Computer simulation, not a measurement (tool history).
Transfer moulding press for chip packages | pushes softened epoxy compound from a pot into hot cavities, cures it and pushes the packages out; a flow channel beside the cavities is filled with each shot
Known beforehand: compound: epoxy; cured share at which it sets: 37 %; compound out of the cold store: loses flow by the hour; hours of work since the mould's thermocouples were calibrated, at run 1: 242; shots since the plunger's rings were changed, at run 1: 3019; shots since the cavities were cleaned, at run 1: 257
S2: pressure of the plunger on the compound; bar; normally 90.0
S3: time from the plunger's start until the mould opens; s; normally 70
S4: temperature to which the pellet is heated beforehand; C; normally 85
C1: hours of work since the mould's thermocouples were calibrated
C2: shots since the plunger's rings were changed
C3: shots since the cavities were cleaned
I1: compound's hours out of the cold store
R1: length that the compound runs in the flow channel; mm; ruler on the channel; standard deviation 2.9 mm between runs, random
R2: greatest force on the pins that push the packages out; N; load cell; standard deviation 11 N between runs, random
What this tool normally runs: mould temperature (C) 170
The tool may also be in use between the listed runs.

run 1 hour=0.0 | mould_temperature_(C)=170 S2=90.0 S3=70 S4=85 | C1=242 C2=3019 C3=257 | I1=47.2 | R1=504 R2=570
run 2 hour=13.7 | mould_temperature_(C)=170 S2=90.0 S3=70 S4=85 | C1=249 C2=3170 C3=408 | I1=13.0 | R1=589 R2=667
run 3 hour=23.5 | mould_temperature_(C)=170 S2=90.0 S3=70 S4=85 | C1=254 C2=3277 C3=515 | I1=35.1 | R1=529 R2=598
run 4 hour=36.3 | mould_temperature_(C)=170 S2=90.0 S3=70 S4=85 | C1=260 C2=3419 C3=657 | I1=35.2 | R1=529 R2=683
-- hour=42.6 cavities cleaned with cleaning compound and waxed
run 5 hour=53.7 | mould_temperature_(C)=170 S2=90.0 S3=75 S4=85 | C1=268 C2=3594 C3=122 | I1=46.1 | R1=507 R2=451
run 6 hour=62.3 | mould_temperature_(C)=170 S2=90.0 S3=75 S4=85 | C1=272 C2=3689 C3=217 | I1=19.7 | R1=567 R2=505
run 7 hour=76.2 | mould_temperature_(C)=170 S2=90.0 S3=75 S4=85 | C1=279 C2=3841 C3=369 | I1=25.2 | R1=549 R2=549
run 8 hour=91.8 | mould_temperature_(C)=170 S2=90.0 S3=75 S4=85 | C1=287 C2=4013 C3=541 | I1=38.9 | R1=517 R2=563
run 9 hour=103.6 | mould_temperature_(C)=170 S2=90.0 S3=75 S4=85 | C1=293 C2=4144 C3=672 | I1=11.3 | R1=584 R2=588
-- hour=108.4 cavities cleaned with cleaning compound and waxed
run 10 hour=121.0 | mould_temperature_(C)=170 S2=90.0 S3=54 S4=85 | C1=301 C2=4318 C3=138 | I1=13.2 | R1=577 R2=1139
run 11 hour=129.3 | mould_temperature_(C)=170 S2=90.0 S3=54 S4=85 | C1=305 C2=4410 C3=230 | I1=28.6 | R1=536 R2=1120
run 12 hour=140.3 | mould_temperature_(C)=170 S2=90.0 S3=54 S4=85 | C1=311 C2=4532 C3=352 | I1=46.3 | R1=501 R2=1085
run 13 hour=151.5 | mould_temperature_(C)=170 S2=90.0 S3=54 S4=85 | C1=317 C2=4655 C3=475 | I1=39.3 | R1=510 R2=1163
run 14 hour=165.6 | mould_temperature_(C)=170 S2=90.0 S3=70 S4=85 | C1=324 C2=4810 C3=630 | I1=24.0 | R1=549 R2=662
-- hour=173.7 cavities cleaned with cleaning compound and waxed
run 15 hour=178.5 | mould_temperature_(C)=173 S2=90.0 S3=70 S4=85 | C1=329 C2=4936 C3=53 | I1=20.6 | R1=547 R2=435
run 16 hour=193.3 | mould_temperature_(C)=177 S2=107.1 S3=52 S4=77 | C1=337 C2=5100 C3=217 | I1=17.9 | R1=592 R2=865
run 17 hour=204.2 | mould_temperature_(C)=177 S2=107.1 S3=52 S4=77 | C1=342 C2=5220 C3=337 | I1=42.0 | R1=526 R2=796
run 18 hour=213.1 | mould_temperature_(C)=170 S2=90.0 S3=101 S4=85 | C1=347 C2=5317 C3=434 | I1=20.4 | R1=550 R2=433
run 19 hour=225.2 | mould_temperature_(C)=175 S2=76.1 S3=56 S4=76 | C1=353 C2=5451 C3=568 | I1=39.7 | R1=453 R2=813
run 20 hour=232.7 | mould_temperature_(C)=170 S2=93.8 S3=70 S4=77 | C1=357 C2=5534 C3=651 | I1=28.3 | R1=542 R2=675
-- hour=240.1 cavities cleaned with cleaning compound and waxed
run 21 hour=250.1 | mould_temperature_(C)=165 S2=84.0 S3=81 S4=77 | C1=365 C2=5708 C3=109 | I1=40.0 | R1=495 R2=536
run 22 hour=265.2 | mould_temperature_(C)=173 S2=72.9 S3=53 S4=85 | C1=372 C2=5874 C3=275 | I1=38.9 | R1=448 R2=921
run 23 hour=280.5 | mould_temperature_(C)=164 S2=93.2 S3=104 S4=82 | C1=380 C2=6043 C3=444 | I1=30.4 | R1=545 R2=499
run 24 hour=294.1 | mould_temperature_(C)=163 S2=89.4 S3=56 S4=82 | C1=387 C2=6193 C3=594 | I1=43.8 | R1=504 R2=1738
run 25 hour=302.4 | mould_temperature_(C)=163 S2=89.4 S3=56 S4=82 | C1=391 C2=6284 C3=685 | I1=24.0 | R1=553 R2=1927
-- hour=306.0 cavities cleaned with cleaning compound and waxed
-- hour=309.7 plunger's sealing rings changed
run 26 hour=320.1 | mould_temperature_(C)=163 S2=89.4 S3=56 S4=82 | C1=398 C2=114 C3=128 | I1=29.0 | R1=591 R2=1459
run 27 hour=331.5 | mould_temperature_(C)=163 S2=92.2 S3=70 S4=91 | C1=404 C2=239 C3=253 | I1=33.2 | R1=586 R2=844

Results for each run, recomputed without the tool's hidden state and with each run's random variation untouched:
Hidden state at play: true mould temperature over the reading, C; pressure that reaches the compound, % of what is set; grip of the stained cavities, % over clean ones'; drift of the gauge itself on flow_mm, %; drift of the gauge itself on push_out_n, %.
run=1 R1=528 R2=480
run=2 R1=618 R2=530
run=3 R1=556 R2=455
run=4 R1=557 R2=500
run=5 R1=535 R2=412
run=6 R1=600 R2=439
run=7 R1=582 R2=444
run=8 R1=549 R2=428
run=9 R1=622 R2=432
run=10 R1=615 R2=1045
run=11 R1=572 R2=974
run=12 R1=536 R2=891
run=13 R1=547 R2=908
run=14 R1=590 R2=491
run=15 R1=589 R2=425
run=16 R1=639 R2=768
run=17 R1=569 R2=665
run=18 R1=596 R2=337
run=19 R1=492 R2=625
run=20 R1=589 R2=505
run=21 R1=540 R2=496
run=22 R1=489 R2=784
run=23 R1=598 R2=386
run=24 R1=555 R2=1303
run=25 R1=609 R2=1410
run=26 R1=594 R2=1357
run=27 R1=590 R2=743
